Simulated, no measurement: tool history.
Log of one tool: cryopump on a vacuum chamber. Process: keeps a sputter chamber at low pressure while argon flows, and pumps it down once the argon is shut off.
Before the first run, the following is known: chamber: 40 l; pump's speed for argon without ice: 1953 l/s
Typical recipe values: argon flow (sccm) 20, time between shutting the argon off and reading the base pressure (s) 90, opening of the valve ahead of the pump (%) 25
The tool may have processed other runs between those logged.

run,hour,argon flow (sccm),time between shutting the argon off and reading the base pressure (s),opening of the valve ahead of the pump (%),pressure while argon flows (Pa),pressure after the wait (uPa)
1,0,20,90,25,0.0713,1.84
2,40.2,20,90,25,0.0719,1.89
3,79.3,20,90,31,0.0576,1.95
4,153.8,20,90,25,0.0723,2.02
5,215.1,20,90,25,0.0725,2.04
6,263.4,20,90,25,0.0733,2.12
7,298.8,20,33,25,0.0715,3.41
8,339.6,20,33,25,0.0732,3.51
9,396.1,20,33,25,0.0754,3.58
10,426.5,20,90,25,0.0741,2.29
11,472.2,20,90,25,0.0746,2.31
12,505,20,90,25,0.0763,2.45
13,551.3,17,183,25,0.0643,2.02
14,602.3,17,183,25,0.0651,2.21
15,633.8,25,27,25,0.0945,4.49
16,679.2,20,90,18,0.1041,2.62
17,714.8,20,90,18,0.1041,2.65
18,768.4,36,36,36,0.1017,3.95
19,809.6,36,104,20,0.1715,2.7
20,845.1,22,90,25,0.0856,2.81
# hour 857.3: pump warmed up, emptied and cooled again
21,908.6,9,93,33,0.0238,2.18
22,938.8,9,93,33,0.0235,2.2
23,980.6,23,24,15,0.132,4.36

Below are 5 alternative next runs, each starting from the tool's condition after run 23. Predict each:
A,1026.9,20,90,32,?,?
B,1026.9,23,152,33,?,?
C,1026.9,13,30,15,?,?
D,1026.9,28,23,16,?,?
E,1026.9,20,147,39,?,?

run,pressure while argon flows (Pa),pressure after the wait (uPa)
A,0.0547,2.28
B,0.0619,2.01
C,0.0758,3.9
D,0.1545,4.7
E,0.0461,2.06
Take away the tool's hidden state, keep each run's random variation, and the runs would have read:
run,pressure while argon flows (Pa),pressure after the wait (uPa)
A,0.0532,0.91
B,0.0602,0.61
C,0.0748,2.52
D,0.1525,3.3
E,0.0446,0.66

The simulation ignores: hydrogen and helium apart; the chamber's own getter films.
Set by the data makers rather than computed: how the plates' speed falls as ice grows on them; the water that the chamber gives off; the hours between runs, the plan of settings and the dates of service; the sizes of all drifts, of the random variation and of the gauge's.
